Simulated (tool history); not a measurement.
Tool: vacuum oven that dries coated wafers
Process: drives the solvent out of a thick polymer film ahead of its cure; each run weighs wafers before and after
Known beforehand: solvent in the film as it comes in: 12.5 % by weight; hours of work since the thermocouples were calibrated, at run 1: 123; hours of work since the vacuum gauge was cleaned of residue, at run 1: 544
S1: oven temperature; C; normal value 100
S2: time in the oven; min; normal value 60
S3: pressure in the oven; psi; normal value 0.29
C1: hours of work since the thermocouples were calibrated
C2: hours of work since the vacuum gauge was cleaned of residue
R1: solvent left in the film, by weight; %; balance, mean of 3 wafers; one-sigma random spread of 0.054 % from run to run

| run | hour | S1 | S2 | S3 | C1 | C2 | R1 |
|---|---|---|---|---|---|---|---|
| 1 | 0 | 100 | 60 | 0.29 | 123 | 544 | 2.09 |
| 2 | 21.3 | 100 | 60 | 0.29 | 138 | 559 | 2.21 |
| 3 | 45.2 | 100 | 60 | 0.29 | 155 | 576 | 2.13 |
| 4 | 62.2 | 100 | 60 | 0.29 | 167 | 588 | 1.99 |
| 5 | 81.7 | 100 | 60 | 0.29 | 181 | 602 | 2.1 |
| 6 | 106.7 | 100 | 60 | 0.29 | 198 | 619 | 2.14 |
| 7 | 133.7 | 100 | 60 | 0.29 | 218 | 638 | 2.1 |
| 8 | 165.6 | 100 | 60 | 0.29 | 240 | 661 | 2.09 |
| 9 | 184.9 | 100 | 60 | 0.29 | 254 | 675 | 2.24 |
| 10 | 203.4 | 100 | 60 | 0.29 | 267 | 688 | 2.22 |
| 11 | 224.2 | 100 | 31 | 0.219 | 282 | 703 | 3.44 |
|  | 229 | oven's thermocouples calibrated |
| 12 | 251.1 | 91 | 82 | 1.153 | 16 | 720 | 8.83 |
| 13 | 288.5 | 110 | 52 | 0.164 | 42 | 747 | 1.01 |
| 14 | 315.4 | 110 | 52 | 0.164 | 61 | 766 | 0.95 |
|  | 344.5 | oven's thermocouples calibrated, once more |
| 15 | 347.6 | 110 | 52 | 0.164 | 2 | 787 | 0.95 |
| 16 | 376.3 | 110 | 52 | 0.164 | 23 | 808 | 1.08 |
| 17 | 397.1 | 110 | 46 | 0.164 | 37 | 822 | 1.09 |
| 18 | 421.2 | 113 | 98 | 0.215 | 54 | 839 | 0.78 |
| 19 | 450.7 | 113 | 98 | 0.215 | 75 | 860 | 0.79 |
| 20 | 479.4 | 100 | 60 | 0.247 | 96 | 881 | 1.96 |

Each row is a separate what-if for the run after 20, all from the same tool condition, not one after another. Results?
| A | 497.5 | 106 | 103 | 0.55 | 108 | 893 | ? |
| B | 497.5 | 100 | 60 | 0.348 | 108 | 893 | ? |
| C | 497.5 | 111 | 87 | 0.171 | 108 | 893 | ? |
| D | 497.5 | 102 | 60 | 0.247 | 108 | 893 | ? |
| E | 497.5 | 109 | 60 | 0.307 | 108 | 893 | ? |

| run | R1 |
|---|---|
| A | 2.47 |
| B | 2.41 |
| C | 0.84 |
| D | 1.77 |
| E | 1.4 |
Without the tool's unlogged condition, the same runs would have read:
| run | R1 |
|---|---|
| A | 2.31 |
| B | 2.21 |
| C | 0.71 |
| D | 1.58 |
| E | 1.25 |

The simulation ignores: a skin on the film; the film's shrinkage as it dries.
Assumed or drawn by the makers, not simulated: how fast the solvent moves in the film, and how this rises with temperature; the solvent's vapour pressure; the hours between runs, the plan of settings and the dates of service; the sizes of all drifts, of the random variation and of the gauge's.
